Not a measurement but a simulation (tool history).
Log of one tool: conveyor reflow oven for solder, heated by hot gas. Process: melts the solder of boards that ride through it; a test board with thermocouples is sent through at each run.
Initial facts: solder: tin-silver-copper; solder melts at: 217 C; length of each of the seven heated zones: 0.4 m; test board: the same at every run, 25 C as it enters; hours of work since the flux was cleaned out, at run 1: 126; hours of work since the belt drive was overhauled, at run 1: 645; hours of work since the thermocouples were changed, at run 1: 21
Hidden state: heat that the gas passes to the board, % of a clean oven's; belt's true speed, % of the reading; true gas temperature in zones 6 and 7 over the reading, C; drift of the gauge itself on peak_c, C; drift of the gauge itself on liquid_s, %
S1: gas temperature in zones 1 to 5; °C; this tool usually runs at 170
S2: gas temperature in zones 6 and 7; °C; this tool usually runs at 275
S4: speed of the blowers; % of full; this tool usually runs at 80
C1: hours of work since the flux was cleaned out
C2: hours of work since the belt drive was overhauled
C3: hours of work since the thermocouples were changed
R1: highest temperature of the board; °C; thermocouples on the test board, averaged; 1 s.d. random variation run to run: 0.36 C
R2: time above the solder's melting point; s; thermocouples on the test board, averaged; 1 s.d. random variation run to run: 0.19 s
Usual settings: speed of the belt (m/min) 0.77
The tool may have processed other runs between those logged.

Run 1, hour 0: usual settings; C1 126; C2 645; C3 21. Result: R1 260.8 °C, R2 50.2 s.
Run 2, hour 57: usual settings; C1 158; C2 677; C3 53. Result: R1 261.5 °C, R2 50.1 s.
Run 3, hour 88.9: usual settings but S4 72 % of full; C1 176; C2 695; C3 71. Result: R1 258.9 °C, R2 49.3 s.
Run 4, hour 150.2: usual settings but S4 72 % of full; C1 211; C2 730; C3 105. Result: R1 258.1 °C, R2 48.9 s.
Run 5, hour 179.3: usual settings but S4 72 % of full; C1 227; C2 746; C3 122. Result: R1 259 °C, R2 49.3 s.
Run 6, hour 213.2: usual settings but S4 72 % of full; C1 246; C2 765; C3 141. Result: R1 258.5 °C, R2 48.8 s.
Run 7, hour 249.4: usual settings but S4 72 % of full; C1 266; C2 785; C3 161. Result: R1 258.6 °C, R2 48.5 s.
At hour 295.8: flux residue cleaned out of gas plates and filters.
Run 8, hour 299.2: usual settings but S1 162 °C; C1 2; C2 810; C3 186. Result: R1 259.1 °C, R2 47.9 s.
Run 9, hour 360.6: usual settings but S1 162 °C; C1 36; C2 845; C3 221. Result: R1 259.8 °C, R2 47.8 s.
Run 10, hour 393.7: usual settings but S4 67 % of full; C1 55; C2 863; C3 239. Result: R1 257.8 °C, R2 48.2 s.
Run 11, hour 434.2: usual settings but S2 266 °C; C1 78; C2 886; C3 262. Result: R1 252.6 °C, R2 46.9 s.
Run 12, hour 476.5: usual settings but S2 266 °C; C1 101; C2 910; C3 286. Result: R1 252.7 °C, R2 46.4 s.
Run 13, hour 533.8: usual settings but S2 266 °C; C1 134; C2 942; C3 318. Result: R1 252.8 °C, R2 46.5 s.
Run 14, hour 590.2: usual settings; C1 165; C2 974; C3 350. Result: R1 261.3 °C, R2 50.7 s.
Run 15, hour 630.7: usual settings but S2 283 °C; C1 188; C2 997; C3 372. Result: R1 268.5 °C, R2 53.5 s.
Run 16, hour 658.1: usual settings but S2 283 °C; C1 203; C2 1012; C3 388. Result: R1 268 °C, R2 53.3 s.
Run 17, hour 684.6: usual settings but S1 185 °C, S2 283 °C, speed of the belt (m/min) 0.655, S4 78 % of full; C1 218; C2 1027; C3 403. Result: R1 274.3 °C, R2 69.4 s.
Run 18, hour 742.4: usual settings but S1 185 °C, S2 283 °C, speed of the belt (m/min) 0.655, S4 78 % of full; C1 251; C2 1059; C3 435. Result: R1 273.3 °C, R2 69.6 s.
Run 19, hour 785.6: usual settings but S1 185 °C, S2 283 °C, speed of the belt (m/min) 0.655, S4 78 % of full; C1 275; C2 1083; C3 459. Result: R1 273.7 °C, R2 69.8 s.
At hour 818.8: flux residue cleaned out of gas plates and filters.
Run 20, hour 844.7: usual settings but S1 185 °C, S2 287 °C, speed of the belt (m/min) 0.655, S4 71 % of full; C1 15; C2 1114; C3 490. Result: R1 276.1 °C, R2 70.2 s.
Run 21, hour 897.9: usual settings but S1 185 °C, S2 287 °C, speed of the belt (m/min) 0.655, S4 71 % of full; C1 44; C2 1144; C3 520. Result: R1 276.2 °C, R2 70.4 s.
Run 22, hour 940.1: usual settings but S1 185 °C, S2 287 °C, speed of the belt (m/min) 0.655, S4 71 % of full; C1 68; C2 1167; C3 543. Result: R1 276.2 °C, R2 70.4 s.
Run 23, hour 970.4: usual settings but S1 185 °C, S2 287 °C, speed of the belt (m/min) 0.655, S4 71 % of full; C1 85; C2 1184; C3 560. Result: R1 275.7 °C, R2 70.3 s.
Run 24, hour 1005.5: usual settings but S1 179 °C, S2 278 °C; C1 105; C2 1204; C3 580. Result: R1 264.8 °C, R2 54.2 s.
Run 25, hour 1048: usual settings but speed of the belt (m/min) 0.74, S4 56 % of full; C1 129; C2 1228; C3 604. Result: R1 254.8 °C, R2 48 s.
Run 26, hour 1082.2: usual settings but S1 176 °C, S2 288 °C, speed of the belt (m/min) 0.859, S4 85 % of full; C1 148; C2 1247; C3 623. Result: R1 270.9 °C, R2 49.6 s.
At hour 1124.8: thermocouples of zones 6 and 7 changed.
Run 27, hour 1131.7: usual settings but S1 176 °C, S2 290 °C, speed of the belt (m/min) 0.859, S4 52 % of full; C1 175; C2 1274; C3 4. Result: R1 259.9 °C, R2 44.4 s.
Run 28, hour 1161.4: usual settings but S1 171 °C, S2 280 °C, speed of the belt (m/min) 0.819, S4 50 % of full; C1 191; C2 1291; C3 21. Result: R1 252.1 °C, R2 41.2 s.
Run 29, hour 1200.3: usual settings but speed of the belt (m/min) 0.657; C1 213; C2 1312; C3 42. Result: R1 265 °C, R2 61.7 s.
At hour 1229.1: belt drive overhauled, speed set with a stopwatch.
Run 30, hour 1249.9: usual settings but S1 173 °C, speed of the belt (m/min) 0.847, S4 89 % of full; C1 239; C2 12; C3 68. Result: R1 260.5 °C, R2 45.9 s.

Hidden condition of the tool, last listed run before each entry between runs versus first listed run after:
After run 7, before run 8: flux residue cleaned out of gas plates and filters (hour 295.8)
  heat that the gas passes to the board, % of a clean oven's: 99.5 -> 100; true gas temperature in zones 6 and 7 over the reading, C: -0.03 -> -0.04
After run 19, before run 20: flux residue cleaned out of gas plates and filters (hour 818.8)
  heat that the gas passes to the board, % of a clean oven's: 99.5 -> 100; true gas temperature in zones 6 and 7 over the reading, C: -0.08 -> -0.09
After run 26, before run 27: thermocouples of zones 6 and 7 changed (hour 1124.8)
  belt's true speed, % of the reading: 99.94 -> 99.93; true gas temperature in zones 6 and 7 over the reading, C: -0.11 -> -0.01
After run 29, before run 30: belt drive overhauled, speed set with a stopwatch (hour 1229.1)
  belt's true speed, % of the reading: 99.93 -> 100.01

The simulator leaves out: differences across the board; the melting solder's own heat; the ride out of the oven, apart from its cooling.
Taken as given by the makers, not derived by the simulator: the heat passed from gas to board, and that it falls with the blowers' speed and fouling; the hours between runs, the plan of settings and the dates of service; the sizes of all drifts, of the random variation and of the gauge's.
